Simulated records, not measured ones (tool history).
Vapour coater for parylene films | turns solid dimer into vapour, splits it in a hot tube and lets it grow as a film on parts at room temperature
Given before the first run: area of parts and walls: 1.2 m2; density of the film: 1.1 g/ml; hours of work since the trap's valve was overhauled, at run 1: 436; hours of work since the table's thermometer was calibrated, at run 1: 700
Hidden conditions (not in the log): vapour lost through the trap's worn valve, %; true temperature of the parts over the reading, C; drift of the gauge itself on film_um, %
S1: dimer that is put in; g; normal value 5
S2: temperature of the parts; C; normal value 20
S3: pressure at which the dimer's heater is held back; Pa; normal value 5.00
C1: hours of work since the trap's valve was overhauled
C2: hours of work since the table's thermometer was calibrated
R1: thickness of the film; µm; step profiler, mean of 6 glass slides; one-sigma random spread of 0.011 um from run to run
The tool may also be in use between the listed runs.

| run | hour | S1 | S2 | S3 | C1 | C2 | R1 |
|---|---|---|---|---|---|---|---|
| 1 | 0.0 | 5 | 20 | 5.00 | 436 | 700 | 1.68 |
|  | 12.6 | trap's valve overhauled |
| 2 | 35.1 | 2 | 20 | 5.00 | 18 | 724 | 0.73 |
| 3 | 63.1 | 6 | 20 | 5.00 | 39 | 746 | 2.18 |
| 4 | 102.6 | 6 | 20 | 5.00 | 70 | 777 | 2.16 |
| 5 | 129.8 | 6 | 20 | 5.00 | 91 | 798 | 2.15 |
| 6 | 150.4 | 6 | 20 | 5.00 | 108 | 814 | 2.16 |
| 7 | 173.4 | 5 | 20 | 5.00 | 126 | 832 | 1.77 |
| 8 | 213.5 | 5 | 20 | 5.00 | 157 | 864 | 1.76 |
| 9 | 232.9 | 5 | 20 | 5.00 | 172 | 879 | 1.79 |
| 10 | 274.0 | 5 | 20 | 5.00 | 204 | 911 | 1.76 |
| 11 | 300.9 | 5 | 20 | 5.00 | 225 | 932 | 1.76 |
| 12 | 332.8 | 5 | 20 | 5.00 | 250 | 957 | 1.73 |
| 13 | 360.3 | 5 | 20 | 5.00 | 271 | 978 | 1.72 |
| 14 | 387.0 | 5 | 20 | 5.00 | 292 | 999 | 1.74 |
| 15 | 412.9 | 8 | 20 | 5.00 | 313 | 1019 | 2.76 |
| 16 | 433.7 | 3 | 20 | 5.00 | 329 | 1036 | 1.03 |
| 17 | 469.8 | 3 | 20 | 5.00 | 357 | 1064 | 1.01 |
| 18 | 503.6 | 7 | 20 | 5.00 | 383 | 1090 | 2.36 |
| 19 | 542.3 | 5 | 20 | 2.95 | 414 | 1120 | 1.89 |
| 20 | 567.1 | 5 | 20 | 2.95 | 433 | 1140 | 1.85 |
|  | 584.7 | trap's valve overhauled |
| 21 | 611.4 | 5 | 20 | 5.00 | 21 | 1171 | 1.83 |
| 22 | 631.4 | 5 | 20 | 5.00 | 36 | 1187 | 1.82 |
| 23 | 669.0 | 5 | 20 | 5.00 | 66 | 1216 | 1.80 |
| 24 | 686.6 | 7 | 19 | 4.13 | 80 | 1230 | 2.72 |
| 25 | 716.1 | 7 | 19 | 4.13 | 103 | 1253 | 2.70 |
| 26 | 751.6 | 7 | 19 | 4.13 | 130 | 1281 | 2.66 |
| 27 | 772.6 | 7 | 16 | 4.13 | 147 | 1297 | 2.87 |
| 28 | 796.2 | 7 | 16 | 4.13 | 165 | 1316 | 2.88 |
| 29 | 817.6 | 5 | 22 | 7.81 | 182 | 1332 | 1.54 |
| 30 | 834.9 | 5 | 16 | 5.00 | 195 | 1346 | 1.97 |
| 31 | 859.9 | 3 | 13 | 5.00 | 215 | 1365 | 1.27 |
| 32 | 889.8 | 5 | 21 | 4.40 | 238 | 1389 | 1.75 |
| 33 | 911.7 | 3 | 17 | 9.20 | 255 | 1406 | 1.00 |
| 34 | 947.0 | 3 | 17 | 9.20 | 283 | 1433 | 0.99 |
| 35 | 972.1 | 5 | 16 | 9.18 | 303 | 1453 | 1.70 |
| 36 | 1002.7 | 5 | 16 | 9.18 | 326 | 1477 | 1.70 |
| 37 | 1029.3 | 5 | 16 | 9.18 | 347 | 1498 | 1.70 |
| 38 | 1062.1 | 3 | 16 | 7.54 | 373 | 1523 | 1.04 |
| 39 | 1084.1 | 3 | 16 | 7.54 | 390 | 1540 | 1.05 |
| 40 | 1107.7 | 3 | 16 | 7.54 | 408 | 1559 | 1.05 |
| 41 | 1146.2 | 3 | 25 | 7.54 | 439 | 1589 | 0.82 |
|  | 1158.0 | trap's valve overhauled |
| 42 | 1176.7 | 9 | 20 | 5.00 | 15 | 1610 | 3.32 |
| 43 | 1194.2 | 6 | 20 | 11.96 | 28 | 1623 | 1.86 |
| 44 | 1229.4 | 3 | 29 | 3.05 | 56 | 1651 | 0.96 |
| 45 | 1264.8 | 3 | 29 | 4.01 | 83 | 1678 | 0.91 |

Describe how what the log doesn't record of the tool's condition differs between the last listed run preceding each entry between runs and the first listed run following it.
From run 1 to run 2: trap's valve overhauled (hour 12.6)
  vapour lost through the trap's worn valve, %: 8.3 -> 0.4; true temperature of the parts over the reading, C: -0.39 -> -0.4
  measured minus no-state result, R1: -0.13 -> +0.00 µm
From run 20 to run 21: trap's valve overhauled (hour 584.7)
  vapour lost through the trap's worn valve, %: 8.5 -> 0.5; true temperature of the parts over the reading, C: -0.65 -> -0.67
  measured minus no-state result, R1: -0.14 -> +0.02 µm
From run 41 to run 42: trap's valve overhauled (hour 1158.0)
  vapour lost through the trap's worn valve, %: 8.7 -> 0.4; true temperature of the parts over the reading, C: -0.92 -> -0.93
  measured minus no-state result, R1: -0.06 -> +0.07 µm

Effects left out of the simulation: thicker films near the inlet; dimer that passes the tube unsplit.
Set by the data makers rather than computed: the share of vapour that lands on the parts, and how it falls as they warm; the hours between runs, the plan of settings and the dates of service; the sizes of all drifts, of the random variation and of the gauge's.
